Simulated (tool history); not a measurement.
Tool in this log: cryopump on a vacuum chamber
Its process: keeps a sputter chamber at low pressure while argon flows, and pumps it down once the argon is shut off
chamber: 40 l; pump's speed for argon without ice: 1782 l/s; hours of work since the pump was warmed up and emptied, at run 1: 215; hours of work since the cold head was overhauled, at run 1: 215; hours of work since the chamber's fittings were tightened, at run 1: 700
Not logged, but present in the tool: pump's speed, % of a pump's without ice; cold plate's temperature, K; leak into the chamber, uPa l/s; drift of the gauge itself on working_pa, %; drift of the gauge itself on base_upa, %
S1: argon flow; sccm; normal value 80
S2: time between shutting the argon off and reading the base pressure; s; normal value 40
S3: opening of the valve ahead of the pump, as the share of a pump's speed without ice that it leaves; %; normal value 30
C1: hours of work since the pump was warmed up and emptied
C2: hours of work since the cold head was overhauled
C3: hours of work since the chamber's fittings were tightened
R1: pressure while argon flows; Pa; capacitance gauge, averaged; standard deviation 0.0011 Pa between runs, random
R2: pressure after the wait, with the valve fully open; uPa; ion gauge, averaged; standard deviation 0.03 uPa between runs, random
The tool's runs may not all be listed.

Run 1, hour 0.0: usual settings; C1 215; C2 215; C3 700. Result: R1 0.2698 Pa, R2 1.84 uPa.
Run 2, hour 16.6: usual settings; C1 227; C2 227; C3 711. Result: R1 0.2689 Pa, R2 1.85 uPa.
Run 3, hour 32.9: usual settings; C1 238; C2 238; C3 723. Result: R1 0.2701 Pa, R2 1.91 uPa.
Run 4, hour 45.5: usual settings but S3 35 %; C1 247; C2 247; C3 731. Result: R1 0.2363 Pa, R2 1.88 uPa.
Run 5, hour 61.6: usual settings but S1 37 sccm, S3 35 %; C1 258; C2 258; C3 742. Result: R1 0.1089 Pa, R2 1.88 uPa.
Run 6, hour 77.0: usual settings; C1 268; C2 268; C3 753. Result: R1 0.2718 Pa, R2 1.88 uPa.
Run 7, hour 87.4: usual settings; C1 275; C2 275; C3 760. Result: R1 0.2727 Pa, R2 1.86 uPa.
Run 8, hour 97.4: usual settings but S2 120 s; C1 282; C2 282; C3 767. Result: R1 0.2724 Pa, R2 1.05 uPa.
Run 9, hour 113.1: usual settings but S2 120 s; C1 293; C2 293; C3 778. Result: R1 0.2749 Pa, R2 1.03 uPa.
Run 10, hour 126.2: usual settings but S1 60 sccm; C1 302; C2 302; C3 787. Result: R1 0.2058 Pa, R2 1.95 uPa.
Run 11, hour 141.4: usual settings but S1 60 sccm; C1 312; C2 312; C3 797. Result: R1 0.2071 Pa, R2 1.95 uPa.
Run 12, hour 150.4: usual settings but S3 20 %; C1 319; C2 319; C3 803. Result: R1 0.4015 Pa, R2 1.99 uPa.
At hour 164.4: pump warmed up, emptied and cooled again.
Run 13, hour 169.9: usual settings but S3 20 %; C1 4; C2 329; C3 813. Result: R1 0.3806 Pa, R2 1.81 uPa.
Run 14, hour 182.4: usual settings but S1 38 sccm, S2 110 s, S3 16 %; C1 12; C2 337; C3 822. Result: R1 0.2273 Pa, R2 0.93 uPa.
Run 15, hour 191.2: usual settings but S1 38 sccm, S2 110 s, S3 16 %; C1 18; C2 343; C3 828. Result: R1 0.2241 Pa, R2 1.01 uPa.
Run 16, hour 199.9: usual settings but S1 56 sccm, S2 42 s, S3 35 %; C1 24; C2 349; C3 834. Result: R1 0.1537 Pa, R2 1.75 uPa.
Run 17, hour 209.4: usual settings but S1 119 sccm, S2 43 s, S3 27 %; C1 31; C2 356; C3 840. Result: R1 0.4226 Pa, R2 1.74 uPa.
Run 18, hour 224.0: usual settings but S1 51 sccm, S2 168 s, S3 19 %; C1 41; C2 366; C3 850. Result: R1 0.2567 Pa, R2 0.82 uPa.
Run 19, hour 235.3: usual settings but S1 43 sccm, S3 46 %; C1 49; C2 373; C3 858. Result: R1 0.0919 Pa, R2 1.86 uPa.
Run 20, hour 247.0: usual settings but S1 43 sccm, S3 46 %; C1 57; C2 382; C3 866. Result: R1 0.0907 Pa, R2 1.86 uPa.
Run 21, hour 257.6: usual settings but S1 83 sccm, S2 130 s, S3 28 %; C1 64; C2 389; C3 873. Result: R1 0.2845 Pa, R2 0.96 uPa.
Run 22, hour 268.0: usual settings but S1 129 sccm, S2 81 s, S3 25 %; C1 71; C2 396; C3 880. Result: R1 0.4985 Pa, R2 1.15 uPa.

Consider 3 possible next runs. They are alternatives, not a sequence: every one starts from the tool as it was left by run 22. What does each give?
Run A, hour 276.6: usual settings but S1 129 sccm, S2 81 s; C1 77; C2 402; C3 886. Result: R1 ?, R2 ?.
Run B, hour 276.6: usual settings but S1 69 sccm, S2 81 s, S3 41 %; C1 77; C2 402; C3 886. Result: R1 ?, R2 ?.
Run C, hour 276.6: usual settings but S1 40 sccm, S2 65 s, S3 38 %; C1 77; C2 402; C3 886. Result: R1 ?, R2 ?.

run      R1    R2
  A  0.4143  1.21
  B  0.1644  1.18
  C  0.1017  1.37
Stripped of hidden state, with their random variation kept, the same runs would have yielded:
run      R1    R2
  A  0.4071  0.84
  B  0.1605  0.82
  C  0.0994  1.01

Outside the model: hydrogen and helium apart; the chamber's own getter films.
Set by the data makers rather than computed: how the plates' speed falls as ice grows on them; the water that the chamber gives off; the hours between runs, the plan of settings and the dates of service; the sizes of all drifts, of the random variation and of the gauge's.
